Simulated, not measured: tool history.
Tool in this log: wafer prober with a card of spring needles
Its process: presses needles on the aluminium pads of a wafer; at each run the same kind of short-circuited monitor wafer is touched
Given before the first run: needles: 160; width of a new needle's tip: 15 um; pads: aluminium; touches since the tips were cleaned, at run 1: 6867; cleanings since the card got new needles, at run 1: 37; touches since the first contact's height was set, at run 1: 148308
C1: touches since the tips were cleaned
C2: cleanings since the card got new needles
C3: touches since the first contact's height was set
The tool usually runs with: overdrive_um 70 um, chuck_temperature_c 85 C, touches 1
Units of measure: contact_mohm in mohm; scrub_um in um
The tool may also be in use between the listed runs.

Run 1, hour 0.0: usual settings; C1 6867; C2 37; C3 148308. Result: contact_mohm 371 mohm, scrub_um 9.18 um.
At hour 2.7: tips cleaned on abrasive film.
At hour 16.6: tips cleaned on abrasive film.
Run 2, hour 18.5: usual settings; C1 1283; C2 39; C3 160740. Result: contact_mohm 310 mohm, scrub_um 9.11 um.
At hour 29.8: tips cleaned on abrasive film.
Run 3, hour 31.0: usual settings; C1 825; C2 40; C3 169215. Result: contact_mohm 292 mohm, scrub_um 9.14 um.
Run 4, hour 40.3: usual settings but chuck_temperature_c 61 C; C1 7146; C2 40; C3 175536. Result: contact_mohm 370 mohm, scrub_um 9.11 um.
At hour 43.6: tips cleaned on abrasive film.
Run 5, hour 51.8: usual settings but chuck_temperature_c 75 C; C1 5600; C2 41; C3 183306. Result: contact_mohm 362 mohm, scrub_um 9.11 um.
At hour 56.4: tips cleaned on abrasive film.
Run 6, hour 59.6: usual settings but chuck_temperature_c 41 C; C1 2133; C2 42; C3 188534. Result: contact_mohm 314 mohm, scrub_um 9.06 um.
At hour 70.5: tips cleaned on abrasive film.
Run 7, hour 73.2: usual settings but chuck_temperature_c 26 C; C1 1832; C2 43; C3 197775. Result: contact_mohm 313 mohm, scrub_um 9.08 um.
At hour 84.5: tips cleaned on abrasive film.
Run 8, hour 89.4: usual settings but overdrive_um 58 um; C1 3348; C2 44; C3 208734. Result: contact_mohm 376 mohm, scrub_um 7.41 um.
At hour 97.8: tips cleaned on abrasive film.
Run 9, hour 102.9: usual settings but overdrive_um 58 um, chuck_temperature_c 48 C; C1 3419; C2 45; C3 217818. Result: contact_mohm 381 mohm, scrub_um 7.44 um.
At hour 110.9: tips cleaned on abrasive film.
Run 10, hour 121.4: usual settings but overdrive_um 58 um, chuck_temperature_c 48 C; C1 7182; C2 46; C3 230386. Result: contact_mohm 423 mohm, scrub_um 7.40 um.
At hour 123.7: tips cleaned on abrasive film.
Run 11, hour 131.4: usual settings but chuck_temperature_c 83 C; C1 5285; C2 47; C3 237150. Result: contact_mohm 375 mohm, scrub_um 9.00 um.
At hour 136.8: tips cleaned on abrasive film.
At hour 137.1: height of the first contact set anew.
Run 12, hour 146.2: usual settings; C1 6230; C2 48; C3 6230. Result: contact_mohm 363 mohm, scrub_um 9.37 um.
At hour 149.8: tips cleaned on abrasive film.
Run 13, hour 157.6: usual settings; C1 5279; C2 49; C3 13895. Result: contact_mohm 363 mohm, scrub_um 9.35 um.
At hour 162.5: tips cleaned on abrasive film.
Run 14, hour 168.0: usual settings; C1 3738; C2 50; C3 20936. Result: contact_mohm 353 mohm, scrub_um 9.34 um.
At hour 176.0: tips cleaned on abrasive film.
Run 15, hour 183.0: usual settings; C1 4751; C2 51; C3 31080. Result: contact_mohm 351 mohm, scrub_um 9.28 um.
At hour 189.8: tips cleaned on abrasive film.
Run 16, hour 199.9: usual settings; C1 6917; C2 52; C3 42533. Result: contact_mohm 373 mohm, scrub_um 9.30 um.
At hour 202.7: tips cleaned on abrasive film.
Run 17, hour 208.5: usual settings but overdrive_um 80 um, chuck_temperature_c 70 C, touches 2; C1 3974; C2 53; C3 48303. Result: contact_mohm 302 mohm, scrub_um 10.64 um.
At hour 215.5: tips cleaned on abrasive film.
Run 18, hour 226.1: usual settings but overdrive_um 80 um, chuck_temperature_c 40 C, touches 2; C1 7218; C2 54; C3 60237. Result: contact_mohm 308 mohm, scrub_um 10.61 um.
At hour 228.6: tips cleaned on abrasive film.
Run 19, hour 236.0: usual settings but overdrive_um 73 um, chuck_temperature_c 70 C, touches 2; C1 5009; C2 55; C3 66876. Result: contact_mohm 319 mohm, scrub_um 9.67 um.
At hour 241.3: tips cleaned on abrasive film.
Run 20, hour 252.1: usual settings but overdrive_um 60 um, chuck_temperature_c 36 C, touches 3; C1 7358; C2 56; C3 77817. Result: contact_mohm 310 mohm, scrub_um 7.90 um.
At hour 255.0: tips cleaned on abrasive film.
Run 21, hour 267.0: usual settings but overdrive_um 75 um, chuck_temperature_c 112 C, touches 2; C1 8139; C2 57; C3 87863. Result: contact_mohm 328 mohm, scrub_um 9.87 um.
At hour 268.2: tips cleaned on abrasive film.
At hour 281.6: tips cleaned on abrasive film.
Run 22, hour 283.0: usual settings but overdrive_um 53 um, chuck_temperature_c 40 C, touches 2; C1 912; C2 59; C3 98614. Result: contact_mohm 298 mohm, scrub_um 6.93 um.
At hour 295.1: tips cleaned on abrasive film.
Run 23, hour 295.4: usual settings but chuck_temperature_c 56 C; C1 168; C2 60; C3 106995. Result: contact_mohm 272 mohm, scrub_um 9.16 um.
At hour 308.3: tips cleaned on abrasive film.
Run 24, hour 308.5: usual settings but chuck_temperature_c 56 C; C1 114; C2 61; C3 115822. Result: contact_mohm 266 mohm, scrub_um 9.15 um.
At hour 321.6: tips cleaned on abrasive film.
Run 25, hour 323.6: usual settings but overdrive_um 71 um, touches 3; C1 1338; C2 62; C3 126072. Result: contact_mohm 284 mohm, scrub_um 9.28 um.
At hour 334.6: tips cleaned on abrasive film.
Run 26, hour 335.3: usual settings but overdrive_um 71 um, touches 3; C1 468; C2 63; C3 133938. Result: contact_mohm 270 mohm, scrub_um 9.27 um.
At hour 348.2: tips cleaned on abrasive film.
Run 27, hour 352.5: usual settings but overdrive_um 77 um, chuck_temperature_c 44 C, touches 2; C1 2913; C2 64; C3 145633. Result: contact_mohm 299 mohm, scrub_um 10.05 um.
At hour 361.9: tips cleaned on abrasive film.
Run 28, hour 368.3: usual settings but overdrive_um 77 um, chuck_temperature_c 44 C, touches 2; C1 4325; C2 65; C3 156287. Result: contact_mohm 302 mohm, scrub_um 10.09 um.
At hour 374.6: tips cleaned on abrasive film.
Run 29, hour 380.6: usual settings but overdrive_um 78 um, chuck_temperature_c 44 C, touches 2; C1 4052; C2 66; C3 164608. Result: contact_mohm 301 mohm, scrub_um 10.14 um.
At hour 387.9: tips cleaned on abrasive film.
Run 30, hour 390.7: usual settings but touches 3; C1 1910; C2 67; C3 171419. Result: contact_mohm 288 mohm, scrub_um 9.07 um.
At hour 400.8: tips cleaned on abrasive film.
Run 31, hour 404.5: usual settings but overdrive_um 83 um; C1 2522; C2 68; C3 180729. Result: contact_mohm 315 mohm, scrub_um 10.78 um.
At hour 414.5: tips cleaned on abrasive film.
Run 32, hour 418.2: usual settings but overdrive_um 83 um; C1 2516; C2 69; C3 190011. Result: contact_mohm 321 mohm, scrub_um 10.79 um.

Here are 4 independent what-if runs from the current tool condition. What would each one return?
At hour 428.1: tips cleaned on abrasive film.
Run A, hour 433.7: usual settings but overdrive_um 64 um, chuck_temperature_c 42 C; C1 3763; C2 70; C3 200478. Result: contact_mohm ?, scrub_um ?.
At hour 428.1: tips cleaned on abrasive film.
Run B, hour 433.7: usual settings but overdrive_um 69 um, chuck_temperature_c 38 C; C1 3763; C2 70; C3 200478. Result: contact_mohm ?, scrub_um ?.
At hour 428.1: tips cleaned on abrasive film.
Run C, hour 433.7: usual settings but overdrive_um 56 um, chuck_temperature_c 87 C; C1 3763; C2 70; C3 200478. Result: contact_mohm ?, scrub_um ?.
At hour 428.1: tips cleaned on abrasive film.
Run D, hour 433.7: usual settings but chuck_temperature_c 56 C; C1 3763; C2 70; C3 200478. Result: contact_mohm ?, scrub_um ?.

run  contact_mohm  scrub_um
  A           380      8.19
  B           359      8.89
  C           423      7.14
  D           356      9.01
Without the tool's unlogged condition, the same runs would have read:
run  contact_mohm  scrub_um
  A           254      8.54
  B           249      9.24
  C           270      7.49
  D           252      9.36

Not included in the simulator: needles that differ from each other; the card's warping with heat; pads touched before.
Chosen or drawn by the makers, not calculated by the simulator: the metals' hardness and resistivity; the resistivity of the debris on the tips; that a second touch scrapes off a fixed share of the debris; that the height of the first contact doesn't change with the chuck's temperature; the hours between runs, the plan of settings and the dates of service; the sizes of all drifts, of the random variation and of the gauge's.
